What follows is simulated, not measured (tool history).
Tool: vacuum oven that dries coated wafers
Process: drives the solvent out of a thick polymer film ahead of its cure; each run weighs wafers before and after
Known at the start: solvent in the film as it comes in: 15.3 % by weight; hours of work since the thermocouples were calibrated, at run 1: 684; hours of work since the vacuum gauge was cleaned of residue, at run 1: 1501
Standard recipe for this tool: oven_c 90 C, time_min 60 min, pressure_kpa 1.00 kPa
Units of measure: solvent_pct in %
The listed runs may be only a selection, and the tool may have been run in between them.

run	day	oven_c	time_min	pressure_kpa	hours of work since the thermocouples were calibrated	hours of work since the vacuum gauge was cleaned of residue	solvent_pct
1	0.000	90	60	1.00	684	1501	2.81
2	3.300	77	60	1.00	717	1534	7.09
3	6.838	77	60	1.00	752	1569	7.16
# day 7.292: oven's thermocouples calibrated
4	8.821	77	60	1.00	15	1588	6.90
5	12.683	77	60	1.00	54	1627	6.84
6	14.738	77	60	1.00	74	1647	6.82
7	17.154	98	53	2.55	98	1671	1.69
8	20.942	75	60	0.55	136	1709	7.16
9	24.400	75	60	0.55	171	1743	7.24
10	27.196	89	60	1.00	199	1771	2.98
11	31.638	90	82	2.62	243	1816	2.32

Run by run, hidden condition taken away, random variation retained:
Unlogged tool condition in this case: true wafer temperature over the reading, C; true pressure over the reading, kPa; drift of the gauge itself on solvent_pct, %.
run	solvent_pct
1	2.42
2	6.61
3	6.65
4	6.78
5	6.71
6	6.67
7	1.55
8	6.96
9	7.03
10	2.77
11	2.07
